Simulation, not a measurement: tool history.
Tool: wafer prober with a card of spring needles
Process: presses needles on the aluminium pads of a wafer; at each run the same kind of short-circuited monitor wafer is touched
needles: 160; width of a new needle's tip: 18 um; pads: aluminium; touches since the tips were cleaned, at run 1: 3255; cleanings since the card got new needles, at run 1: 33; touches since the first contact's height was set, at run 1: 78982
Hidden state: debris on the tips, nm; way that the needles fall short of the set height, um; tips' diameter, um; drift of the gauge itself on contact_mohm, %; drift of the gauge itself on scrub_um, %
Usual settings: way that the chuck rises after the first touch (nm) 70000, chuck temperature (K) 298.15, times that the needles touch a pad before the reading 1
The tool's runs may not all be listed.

run	hour	way that the chuck rises after the first touch (nm)	chuck temperature (K)	times that the needles touch a pad before the reading	touches since the tips were cleaned	cleanings since the card got new needles	touches since the first contact's height was set	resistance of one needle with its contact and lead (mohm)	way that a needle slides on the pad (nm)
1	0	70000	298.15	1	3255	33	78982	271	13980
# hour 3.3: tips cleaned on abrasive film
2	9.9	70000	298.15	1	3466	34	84148	277	13990
# hour 13.3: tips cleaned on abrasive film
3	20.6	70000	298.15	1	3856	35	89701	279	13960
# hour 23.3: tips cleaned on abrasive film
# hour 33.3: tips cleaned on abrasive film
4	35.3	70000	298.15	1	1013	37	97306	230	13950
# hour 42.8: tips cleaned on abrasive film
5	44.5	70000	298.15	1	881	38	102099	232	13890
# hour 52.2: tips cleaned on abrasive film
6	54.3	63000	298.15	1	1096	39	107207	247	12500
# hour 60: height of the first contact set anew
# hour 62.7: tips cleaned on abrasive film
7	66.6	63000	298.15	1	2048	40	3417	261	12780
# hour 72.3: tips cleaned on abrasive film
# hour 81.9: tips cleaned on abrasive film
8	83.2	70000	298.15	1	657	42	12039	229	14170
9	91	70000	298.15	1	4752	42	16134	288	14200
# hour 91.9: tips cleaned on abrasive film
# hour 101.6: tips cleaned on abrasive film
10	108.3	67000	298.15	1	3550	44	25132	277	13480
# hour 111: tips cleaned on abrasive film
11	118.1	68000	298.15	1	3732	45	30217	285	13730
# hour 120.6: tips cleaned on abrasive film
12	129	68000	298.15	1	4371	46	35880	297	13700
# hour 130.2: tips cleaned on abrasive film
# hour 140.4: tips cleaned on abrasive film
13	142.1	70000	298.15	1	935	48	42705	223	14130
# hour 149.8: tips cleaned on abrasive film
14	156.9	70000	298.15	1	3739	49	50396	273	14100
# hour 159.5: tips cleaned on abrasive film
# hour 169.3: tips cleaned on abrasive film
15	169.3	70000	298.15	1	0	51	56815	194	14040
# hour 179: tips cleaned on abrasive film
16	179	70000	298.15	2	0	52	61869	192	14020
17	188.2	56000	321.15	3	4838	52	66707	248	11180
# hour 189.4: tips cleaned on abrasive film
# hour 199.3: tips cleaned on abrasive film
18	206.2	56000	322.15	3	3578	54	76025	243	11150
# hour 208.8: tips cleaned on abrasive film
# hour 219.1: tips cleaned on abrasive film
19	219.1	62000	310.15	1	0	56	82739	205	12340

Forecast run 20:
# hour 229.9: tips cleaned on abrasive film
20	235.2	62000	310.15	1	2801	57	91153	?	?

{"run 20": {"resistance of one needle with its contact and lead (mohm)": 300, "way that a needle slides on the pad (nm)": 12310}}
Without the tool's hidden state the same run would have given resistance of one needle with its contact and lead (mohm) 194, way that a needle slides on the pad (nm) 12590.
